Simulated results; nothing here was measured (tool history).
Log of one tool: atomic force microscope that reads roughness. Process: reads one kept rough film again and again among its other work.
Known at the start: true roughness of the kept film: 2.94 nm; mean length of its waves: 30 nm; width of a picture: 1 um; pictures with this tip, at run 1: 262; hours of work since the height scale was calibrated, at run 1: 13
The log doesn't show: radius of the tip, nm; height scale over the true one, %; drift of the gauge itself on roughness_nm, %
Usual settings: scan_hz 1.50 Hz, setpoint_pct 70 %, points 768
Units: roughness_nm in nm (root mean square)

run	day	scan_hz	setpoint_pct	points	pictures with this tip	hours of work since the height scale was calibrated	roughness_nm
1	0.000	1.50	70	768	262	13	2.630
2	0.525	2.69	70	768	275	20	2.537
# day 0.750: new tip fitted
3	1.208	2.69	70	768	11	28	2.562
4	1.733	2.69	70	713	24	35	2.563
5	2.562	2.69	70	713	44	46	2.552
6	3.462	2.69	70	713	66	57	2.565
7	3.979	1.50	70	273	78	64	2.604
8	4.867	1.50	70	577	100	75	2.647
9	5.829	1.50	70	472	123	87	2.637
10	6.458	0.72	55	762	139	95	2.726

3 ways to go on from here, each from the tool as it stands after run 10. What would each give?
A	7.033	1.29	68	869	152	102	?
B	7.033	1.15	70	768	152	102	?
C	7.033	1.84	82	762	152	102	?

run	roughness_nm
A	2.651
B	2.649
C	2.502
Without the tool's hidden state the same runs would have given:
run	roughness_nm
A	2.655
B	2.653
C	2.506
